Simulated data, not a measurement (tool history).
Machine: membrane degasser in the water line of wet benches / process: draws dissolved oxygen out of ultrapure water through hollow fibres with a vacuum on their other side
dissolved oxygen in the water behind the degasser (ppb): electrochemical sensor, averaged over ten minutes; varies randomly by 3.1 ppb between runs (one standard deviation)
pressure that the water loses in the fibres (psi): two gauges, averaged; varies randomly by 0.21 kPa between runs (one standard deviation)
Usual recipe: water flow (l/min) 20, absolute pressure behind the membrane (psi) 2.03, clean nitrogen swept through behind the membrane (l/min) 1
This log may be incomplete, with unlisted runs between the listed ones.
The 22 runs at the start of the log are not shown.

run	day	water flow (l/min)	absolute pressure behind the membrane (psi)	clean nitrogen swept through behind the membrane (l/min)	dissolved oxygen in the water behind the degasser (ppb)	pressure that the water loses in the fibres (psi)
23	69.304	17	2.03	1	431.5	6.271
24	72.358	30	2.03	1	801.2	11.079
25	74.712	30	2.03	1	801.8	11.042
26	78.704	30	2.03	1	800.2	11.127
27	82.104	30	2.03	1	795.2	11.121
28	84.421	20	2.03	2.83	234.5	7.395
29	88.358	20	2.03	0.45	914.7	7.377
30	90.183	15	2.03	0.89	423.7	5.588
31	92.546	15	2.03	0.89	419.2	5.572
32	95.504	15	2.03	0.89	419.4	5.569
33	99.238	25	1.86	0.55	897.2	9.269

Consider 3 possible next runs. They are alternatives, not a sequence: every one starts from the tool as it was left by run 33. What does each give?
A	101.092	20	2.44	1	?	?
B	101.092	27	2.29	0.55	?	?
C	101.092	19	2.03	1	?	?

run	dissolved oxygen in the water behind the degasser (ppb)	pressure that the water loses in the fibres (psi)
A	620.2	7.423
B	1180	10.002
C	488.7	7.04
The same runs, with their run-to-run variation unchanged, on a tool lacking any hidden condition would have given:
run	dissolved oxygen in the water behind the degasser (ppb)	pressure that the water loses in the fibres (psi)
A	611.1	7.326
B	1165.9	9.87
C	480.2	6.947

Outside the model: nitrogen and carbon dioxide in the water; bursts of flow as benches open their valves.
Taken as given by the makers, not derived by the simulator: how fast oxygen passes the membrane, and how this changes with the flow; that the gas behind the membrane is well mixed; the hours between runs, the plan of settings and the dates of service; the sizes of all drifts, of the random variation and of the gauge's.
